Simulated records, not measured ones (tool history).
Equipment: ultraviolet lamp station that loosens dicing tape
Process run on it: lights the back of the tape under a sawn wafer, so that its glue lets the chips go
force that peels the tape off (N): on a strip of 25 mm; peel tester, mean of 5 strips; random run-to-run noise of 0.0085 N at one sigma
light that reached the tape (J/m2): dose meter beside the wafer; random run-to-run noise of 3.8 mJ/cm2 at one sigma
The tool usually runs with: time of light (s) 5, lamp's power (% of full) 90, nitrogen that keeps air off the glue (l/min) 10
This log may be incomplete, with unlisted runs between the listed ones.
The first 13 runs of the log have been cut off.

run	day	time of light (s)	lamp's power (% of full)	nitrogen that keeps air off the glue (l/min)	hours of work of the lamp	hours of work since the window was cleaned	force that peels the tape off (N)	light that reached the tape (J/m2)
# day 11.617: window cleaned of glue's vapour
14	12.046	4	90	10	402	5	0.585	4680
15	12.596	4	90	10	409	13	0.540	4690
16	13.479	5	90	10	420	24	0.409	5790
17	14.112	5	90	10	429	32	0.424	5700
18	14.917	5	87	10	439	42	0.438	5500
19	16.088	5	87	10	454	57	0.466	5450
20	16.858	8	75	10	464	67	0.302	7470
21	18.042	6	79	4	479	82	0.782	5780
22	19.200	6	79	4	494	97	0.790	5740
23	20.154	3	89	10	506	109	1.090	3220
24	21.242	3	76	6	520	123	1.756	2730
25	22.092	7	62	15	531	134	0.396	5090
26	23.408	5	84	4	548	151	0.999	4860
27	24.396	7	72	13	560	164	0.357	5860
28	24.975	7	72	13	568	171	0.366	5750
29	25.833	9	97	13	579	182	0.229	9920
30	26.479	9	97	13	587	190	0.235	9780
31	27.800	10	96	5	604	207	0.279	10730
32	28.650	9	74	14	615	218	0.278	7350
33	29.596	2	74	5	627	230	2.981	1610
34	30.717	5	70	10	641	245	0.819	3790
35	31.488	3	90	10	651	254	1.240	2890

Run 36 is up next; what results do you expect?
36	32.783	6	91	14	668	271	?	?

Run 36 gave force that peels the tape off (N) 0.343, light that reached the tape (J/m2) 5790.
With no hidden state in the tool, this same run would have given force that peels the tape off (N) 0.254, light that reached the tape (J/m2) 7950.

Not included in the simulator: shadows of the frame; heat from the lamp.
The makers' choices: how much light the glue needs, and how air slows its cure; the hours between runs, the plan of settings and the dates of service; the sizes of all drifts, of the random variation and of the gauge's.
